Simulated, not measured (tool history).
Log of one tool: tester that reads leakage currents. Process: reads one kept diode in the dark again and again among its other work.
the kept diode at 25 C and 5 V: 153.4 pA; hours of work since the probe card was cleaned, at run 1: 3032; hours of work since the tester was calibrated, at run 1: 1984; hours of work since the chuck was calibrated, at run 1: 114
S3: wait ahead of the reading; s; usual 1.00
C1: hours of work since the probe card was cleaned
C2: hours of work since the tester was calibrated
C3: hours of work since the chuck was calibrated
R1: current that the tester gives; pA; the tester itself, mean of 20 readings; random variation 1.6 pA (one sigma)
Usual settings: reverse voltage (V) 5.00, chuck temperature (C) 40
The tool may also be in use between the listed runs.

Run 1, day 0.000: usual settings; C1 3032; C2 1984; C3 114. Result: R1 525.11 pA.
Run 2, day 4.467: usual settings; C1 3114; C2 2067; C3 197. Result: R1 521.60 pA.
Run 3, day 9.154: usual settings but chuck temperature (C) 27; C1 3200; C2 2153; C3 283. Result: R1 186.91 pA.
Run 4, day 12.754: usual settings but chuck temperature (C) 27; C1 3267; C2 2220; C3 349. Result: R1 186.14 pA.
At day 13.279: tester calibrated.
Run 5, day 17.758: usual settings; C1 3358; C2 83; C3 440. Result: R1 520.47 pA.
At day 22.342: probe card cleaned and baked.
Run 6, day 23.079: usual settings but reverse voltage (V) 3.18; C1 14; C2 178; C3 536. Result: R1 394.69 pA.
Run 7, day 28.012: usual settings but reverse voltage (V) 3.18; C1 105; C2 269; C3 627. Result: R1 393.40 pA.
Run 8, day 31.758: usual settings but chuck temperature (C) 56; C1 174; C2 339; C3 696. Result: R1 1657.02 pA.
Run 9, day 36.783: usual settings but chuck temperature (C) 56, S3 0.40 s; C1 266; C2 431; C3 789. Result: R1 1643.57 pA.
Run 10, day 41.846: usual settings; C1 360; C2 525; C3 882. Result: R1 492.58 pA.
Run 11, day 45.250: usual settings; C1 423; C2 587; C3 945. Result: R1 488.77 pA.
Run 12, day 51.796: usual settings; C1 543; C2 708; C3 1066. Result: R1 486.62 pA.
Run 13, day 58.233: usual settings; C1 662; C2 827; C3 1185. Result: R1 483.72 pA.
Run 14, day 61.096: usual settings; C1 715; C2 880; C3 1237. Result: R1 482.20 pA.
Run 15, day 64.312: usual settings; C1 774; C2 939; C3 1297. Result: R1 477.99 pA.
Run 16, day 67.175: usual settings; C1 827; C2 992; C3 1349. Result: R1 477.57 pA.
Run 17, day 70.412: usual settings but chuck temperature (C) 51; C1 887; C2 1052; C3 1409. Result: R1 1097.49 pA.
Run 18, day 73.775: usual settings but chuck temperature (C) 51; C1 949; C2 1114; C3 1471. Result: R1 1100.66 pA.
Run 19, day 77.329: usual settings but chuck temperature (C) 51; C1 1014; C2 1179; C3 1537. Result: R1 1090.99 pA.
Run 20, day 82.683: usual settings; C1 1113; C2 1278; C3 1636. Result: R1 464.26 pA.
Run 21, day 85.746: usual settings but chuck temperature (C) 27, S3 0.42 s; C1 1170; C2 1334; C3 1692. Result: R1 162.96 pA.
Run 22, day 91.104: usual settings but chuck temperature (C) 27, S3 0.42 s; C1 1268; C2 1433; C3 1791. Result: R1 163.14 pA.
Run 23, day 97.488: usual settings but reverse voltage (V) 19.51; C1 1386; C2 1551; C3 1909. Result: R1 970.82 pA.
Run 24, day 102.758: usual settings but reverse voltage (V) 6.48, chuck temperature (C) 39, S3 7.62 s; C1 1483; C2 1648; C3 2006. Result: R1 485.33 pA.
At day 106.679: chuck's temperature calibrated.
Run 25, day 107.521: usual settings but reverse voltage (V) 10.93, S3 1.48 s; C1 1570; C2 1735; C3 16. Result: R1 816.45 pA.
Run 26, day 114.400: usual settings but reverse voltage (V) 15.19, chuck temperature (C) 50, S3 5.58 s; C1 1697; C2 1862; C3 142. Result: R1 2064.33 pA.
Run 27, day 119.688: usual settings but reverse voltage (V) 15.19, chuck temperature (C) 33, S3 4.00 s; C1 1794; C2 1959; C3 240. Result: R1 557.68 pA.
Run 28, day 125.750: usual settings but reverse voltage (V) 15.19, chuck temperature (C) 33, S3 4.00 s; C1 1906; C2 2071; C3 352. Result: R1 553.14 pA.
Run 29, day 131.079: usual settings but reverse voltage (V) 15.19, chuck temperature (C) 30, S3 3.06 s; C1 2004; C2 2169; C3 450. Result: R1 435.87 pA.
At day 134.712: tester calibrated.
Run 30, day 137.912: usual settings but reverse voltage (V) 15.19, chuck temperature (C) 30, S3 3.06 s; C1 2129; C2 59; C3 575. Result: R1 437.50 pA.
Run 31, day 141.854: usual settings but reverse voltage (V) 1.85, chuck temperature (C) 52, S3 4.21 s; C1 2202; C2 132; C3 647. Result: R1 741.42 pA.
Run 32, day 148.725: usual settings but S3 3.68 s; C1 2328; C2 258; C3 774. Result: R1 511.46 pA.
Run 33, day 154.000: usual settings but S3 1.65 s; C1 2426; C2 356; C3 871. Result: R1 508.50 pA.
Run 34, day 158.833: usual settings but S3 1.65 s; C1 2515; C2 445; C3 961. Result: R1 506.42 pA.
Run 35, day 164.838: usual settings but S3 1.65 s; C1 2626; C2 556; C3 1071. Result: R1 504.03 pA.
Run 36, day 168.338: usual settings but reverse voltage (V) 2.14, S3 0.91 s; C1 2690; C2 620; C3 1136. Result: R1 315.07 pA.
Run 37, day 174.296: usual settings but reverse voltage (V) 16.52, chuck temperature (C) 45; C1 2800; C2 730; C3 1246. Result: R1 1406.80 pA.
Run 38, day 177.592: usual settings but reverse voltage (V) 12.75, S3 0.37 s; C1 2861; C2 791; C3 1307. Result: R1 836.86 pA.
Run 39, day 181.646: usual settings but reverse voltage (V) 2.80; C1 2936; C2 866; C3 1381. Result: R1 358.38 pA.

3 ways to go on from here, each from the tool as it stands after run 39. What would each give?
Run A, day 187.062: usual settings but reverse voltage (V) 1.70, S3 0.62 s; C1 3036; C2 966; C3 1481. Result: R1 ?.
Run B, day 187.062: usual settings but reverse voltage (V) 17.05, chuck temperature (C) 60; C1 3036; C2 966; C3 1481. Result: R1 ?.
Run C, day 187.062: usual settings but reverse voltage (V) 2.80, S3 0.61 s; C1 3036; C2 966; C3 1481. Result: R1 ?.

run       R1
  A   268.78
  B  4151.96
  C   356.66
Without the tool's hidden state the same runs would have given:
run       R1
  A   294.75
  B  4524.47
  C   389.62

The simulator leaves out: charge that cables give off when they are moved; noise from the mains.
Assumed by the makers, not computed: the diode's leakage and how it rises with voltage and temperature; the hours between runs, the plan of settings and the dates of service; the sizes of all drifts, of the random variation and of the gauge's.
